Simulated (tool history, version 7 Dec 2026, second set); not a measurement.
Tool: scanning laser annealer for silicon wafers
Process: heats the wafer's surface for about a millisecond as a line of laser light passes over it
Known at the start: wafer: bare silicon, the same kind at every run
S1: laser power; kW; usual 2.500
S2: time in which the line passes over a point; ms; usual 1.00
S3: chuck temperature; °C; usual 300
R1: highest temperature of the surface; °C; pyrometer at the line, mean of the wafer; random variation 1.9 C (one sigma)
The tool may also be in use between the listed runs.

run    day     S1    S2   S3    R1
  1  0.000  2.500  1.00  300  1094
  2  0.525  2.500  1.00  300  1096
  3  0.958  2.500  1.22  300  1169
  4  1.338  2.500  1.22  300  1166
  5  1.796  2.500  1.22  300  1167
  6  2.162  2.500  1.22  300  1170
  7  2.683  2.500  0.93  300  1069
  8  3.179  2.500  0.93  300  1068
  9  3.704  2.500  1.00  290  1083
 10  4.208  2.500  1.00  290  1085
 11  4.621  2.500  1.00  283  1081
 12  4.988  2.500  1.00  261  1054
 13  5.342  2.633  0.82  261  1029
 14  5.662  2.630  0.98  300  1127
 15  6.146  2.150  0.95  279   950
 16  6.529  2.624  1.18  279  1176
 17  6.825  2.265  1.00  300  1021
 18  7.129  2.265  1.00  300  1023
 19  7.642  2.163  0.98  271   954
 20  8.138  2.500  1.00  326  1122
 21  8.512  2.258  0.89  316  1002
 22  9.008  2.500  0.76  275   979
 23  9.358  2.500  0.76  275   976
 24  9.754  2.179  1.22  275  1032

4 ways to go on from here, each from the tool as it stands after run 24. What would each give?
  A  10.167  2.220  0.72  281   ?
  B  10.167  2.677  1.02  319   ?
  C  10.167  2.500  0.99  269   ?
  D  10.167  2.721  0.88  300   ?

run    R1
  A   893
  B  1176
  C  1062
  D  1115
Without the tool's hidden state the same runs would have given:
run    R1
  A   893
  B  1177
  C  1062
  D  1116

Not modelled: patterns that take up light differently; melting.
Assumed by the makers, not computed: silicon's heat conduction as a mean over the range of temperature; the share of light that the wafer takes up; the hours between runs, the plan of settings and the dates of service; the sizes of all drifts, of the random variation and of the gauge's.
